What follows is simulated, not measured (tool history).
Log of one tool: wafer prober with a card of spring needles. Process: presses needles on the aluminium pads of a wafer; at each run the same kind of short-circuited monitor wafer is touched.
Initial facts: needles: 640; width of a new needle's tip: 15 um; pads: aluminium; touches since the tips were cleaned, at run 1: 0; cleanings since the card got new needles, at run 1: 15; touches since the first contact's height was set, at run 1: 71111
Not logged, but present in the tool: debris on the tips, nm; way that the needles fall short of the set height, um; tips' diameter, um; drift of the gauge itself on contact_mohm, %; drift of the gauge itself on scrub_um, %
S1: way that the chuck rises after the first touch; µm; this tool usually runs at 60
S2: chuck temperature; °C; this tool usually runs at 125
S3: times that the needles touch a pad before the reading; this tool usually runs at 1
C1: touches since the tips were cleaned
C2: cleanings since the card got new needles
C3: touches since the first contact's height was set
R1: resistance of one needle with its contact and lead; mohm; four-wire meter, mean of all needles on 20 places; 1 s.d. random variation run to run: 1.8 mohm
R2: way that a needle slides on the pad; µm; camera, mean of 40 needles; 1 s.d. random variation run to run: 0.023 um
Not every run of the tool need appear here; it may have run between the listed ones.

{"run": 1, "day": 0.0, "S1": 60, "S2": 125, "S3": 1, "C1": 0, "C2": 15, "C3": 71111, "R1": 192, "R2": 12.93}
{"run": 2, "day": 0.496, "S1": 60, "S2": 125, "S3": 1, "C1": 3336, "C2": 15, "C3": 74447, "R1": 316, "R2": 12.91}
{"day": 0.683, "done": "tips cleaned on abrasive film"}
{"run": 3, "day": 0.75, "S1": 67, "S2": 125, "S3": 1, "C1": 452, "C2": 16, "C3": 76121, "R1": 213, "R2": 14.44}
{"run": 4, "day": 1.058, "S1": 67, "S2": 125, "S3": 1, "C1": 2499, "C2": 16, "C3": 78168, "R1": 274, "R2": 14.48}
{"day": 1.362, "done": "tips cleaned on abrasive film"}
{"run": 5, "day": 1.458, "S1": 67, "S2": 125, "S3": 1, "C1": 651, "C2": 17, "C3": 80844, "R1": 215, "R2": 14.5}
{"run": 6, "day": 1.758, "S1": 67, "S2": 125, "S3": 1, "C1": 2645, "C2": 17, "C3": 82838, "R1": 278, "R2": 14.47}
{"day": 2.029, "done": "tips cleaned on abrasive film"}
{"run": 7, "day": 2.067, "S1": 67, "S2": 125, "S3": 1, "C1": 249, "C2": 18, "C3": 84883, "R1": 206, "R2": 14.45}
{"run": 8, "day": 2.512, "S1": 67, "S2": 125, "S3": 1, "C1": 3227, "C2": 18, "C3": 87861, "R1": 292, "R2": 14.42}
{"day": 2.688, "done": "tips cleaned on abrasive film"}
{"run": 9, "day": 2.954, "S1": 67, "S2": 125, "S3": 1, "C1": 1790, "C2": 19, "C3": 90812, "R1": 260, "R2": 14.44}
{"day": 3.358, "done": "tips cleaned on abrasive film"}
{"run": 10, "day": 3.462, "S1": 60, "S2": 125, "S3": 1, "C1": 706, "C2": 20, "C3": 94193, "R1": 236, "R2": 12.86}
{"run": 11, "day": 3.862, "S1": 60, "S2": 125, "S3": 1, "C1": 3390, "C2": 20, "C3": 96877, "R1": 323, "R2": 12.85}
{"day": 4.017, "done": "tips cleaned on abrasive film"}
{"run": 12, "day": 4.162, "S1": 60, "S2": 125, "S3": 1, "C1": 983, "C2": 21, "C3": 98847, "R1": 247, "R2": 12.88}
{"run": 13, "day": 4.592, "S1": 63, "S2": 125, "S3": 1, "C1": 3857, "C2": 21, "C3": 101721, "R1": 322, "R2": 13.55}
{"day": 4.671, "done": "tips cleaned on abrasive film"}
{"run": 14, "day": 4.967, "S1": 60, "S2": 125, "S3": 1, "C1": 1973, "C2": 22, "C3": 104211, "R1": 277, "R2": 12.8}
{"day": 5.358, "done": "tips cleaned on abrasive film"}
{"run": 15, "day": 5.408, "S1": 51, "S2": 125, "S3": 1, "C1": 341, "C2": 23, "C3": 107142, "R1": 227, "R2": 10.91}
{"run": 16, "day": 5.646, "S1": 60, "S2": 125, "S3": 1, "C1": 1944, "C2": 23, "C3": 108745, "R1": 281, "R2": 12.86}
{"run": 17, "day": 5.962, "S1": 60, "S2": 125, "S3": 3, "C1": 4062, "C2": 23, "C3": 110863, "R1": 241, "R2": 12.89}
{"day": 6.038, "done": "tips cleaned on abrasive film"}
{"run": 18, "day": 6.3, "S1": 60, "S2": 125, "S3": 3, "C1": 1767, "C2": 24, "C3": 113096, "R1": 218, "R2": 12.82}
{"day": 6.333, "done": "height of the first contact set anew"}
{"day": 6.729, "done": "tips cleaned on abrasive film"}
{"run": 19, "day": 6.792, "S1": 60, "S2": 54, "S3": 3, "C1": 422, "C2": 25, "C3": 3026, "R1": 187, "R2": 12.68}
{"run": 20, "day": 7.133, "S1": 66, "S2": 104, "S3": 1, "C1": 2708, "C2": 25, "C3": 5312, "R1": 287, "R2": 14.01}
{"day": 7.217, "done": "height of the first contact set anew, once more"}
{"day": 7.412, "done": "tips cleaned on abrasive film"}
{"run": 21, "day": 7.454, "S1": 66, "S2": 104, "S3": 1, "C1": 284, "C2": 26, "C3": 1548, "R1": 204, "R2": 14.34}
{"run": 22, "day": 7.671, "S1": 66, "S2": 104, "S3": 1, "C1": 1734, "C2": 26, "C3": 2998, "R1": 261, "R2": 14.39}
{"day": 8.075, "done": "tips cleaned on abrasive film"}
{"run": 23, "day": 8.192, "S1": 53, "S2": 91, "S3": 1, "C1": 768, "C2": 27, "C3": 6457, "R1": 250, "R2": 11.55}
{"run": 24, "day": 8.483, "S1": 41, "S2": 91, "S3": 3, "C1": 2724, "C2": 27, "C3": 8413, "R1": 275, "R2": 8.95}
{"day": 8.758, "done": "tips cleaned on abrasive film"}
{"run": 25, "day": 8.933, "S1": 41, "S2": 91, "S3": 3, "C1": 1199, "C2": 28, "C3": 11426, "R1": 232, "R2": 8.9}
{"run": 26, "day": 9.346, "S1": 49, "S2": 73, "S3": 3, "C1": 3955, "C2": 28, "C3": 14182, "R1": 261, "R2": 10.69}
{"day": 9.425, "done": "tips cleaned on abrasive film"}
{"run": 27, "day": 9.662, "S1": 49, "S2": 38, "S3": 2, "C1": 1585, "C2": 29, "C3": 16280, "R1": 251, "R2": 10.68}
{"run": 28, "day": 9.896, "S1": 49, "S2": 85, "S3": 1, "C1": 3157, "C2": 29, "C3": 17852, "R1": 376, "R2": 10.7}
{"day": 10.088, "done": "tips cleaned on abrasive film"}
{"run": 29, "day": 10.4, "S1": 49, "S2": 50, "S3": 1, "C1": 2116, "C2": 30, "C3": 21198, "R1": 326, "R2": 10.63}
{"day": 10.771, "done": "tips cleaned on abrasive film"}
{"run": 30, "day": 10.812, "S1": 49, "S2": 89, "S3": 1, "C1": 273, "C2": 31, "C3": 23930, "R1": 220, "R2": 10.64}
{"run": 31, "day": 11.3, "S1": 44, "S2": 110, "S3": 1, "C1": 3549, "C2": 31, "C3": 27206, "R1": 433, "R2": 9.54}
{"day": 11.433, "done": "tips cleaned on abrasive film"}
{"run": 32, "day": 11.533, "S1": 51, "S2": 125, "S3": 1, "C1": 680, "C2": 32, "C3": 28738, "R1": 241, "R2": 11.05}
{"run": 33, "day": 11.85, "S1": 59, "S2": 48, "S3": 1, "C1": 2801, "C2": 32, "C3": 30859, "R1": 308, "R2": 12.8}
{"day": 12.108, "done": "tips cleaned on abrasive film"}
{"run": 34, "day": 12.125, "S1": 68, "S2": 78, "S3": 2, "C1": 106, "C2": 33, "C3": 32672, "R1": 182, "R2": 14.75}

Each row is a separate what-if for the run after 34, all from the same tool condition, not one after another. Results?
{"run": "A", "day": 12.371, "S1": 60, "S2": 79, "S3": 1, "C1": 1759, "C2": 33, "C3": 34325, "R1": "?", "R2": "?"}
{"run": "B", "day": 12.371, "S1": 60, "S2": 125, "S3": 1, "C1": 1759, "C2": 33, "C3": 34325, "R1": "?", "R2": "?"}
{"run": "C", "day": 12.371, "S1": 53, "S2": 33, "S3": 2, "C1": 1759, "C2": 33, "C3": 34325, "R1": "?", "R2": "?"}

run=A R1=271 R2=12.98
run=B R1=272 R2=13.02
run=C R1=246 R2=11.48
With the hidden condition removed and each run's random variation left untouched, the same runs would have given:
run=A R1=175 R2=13.06
run=B R1=183 R2=13.11
run=C R1=169 R2=11.56

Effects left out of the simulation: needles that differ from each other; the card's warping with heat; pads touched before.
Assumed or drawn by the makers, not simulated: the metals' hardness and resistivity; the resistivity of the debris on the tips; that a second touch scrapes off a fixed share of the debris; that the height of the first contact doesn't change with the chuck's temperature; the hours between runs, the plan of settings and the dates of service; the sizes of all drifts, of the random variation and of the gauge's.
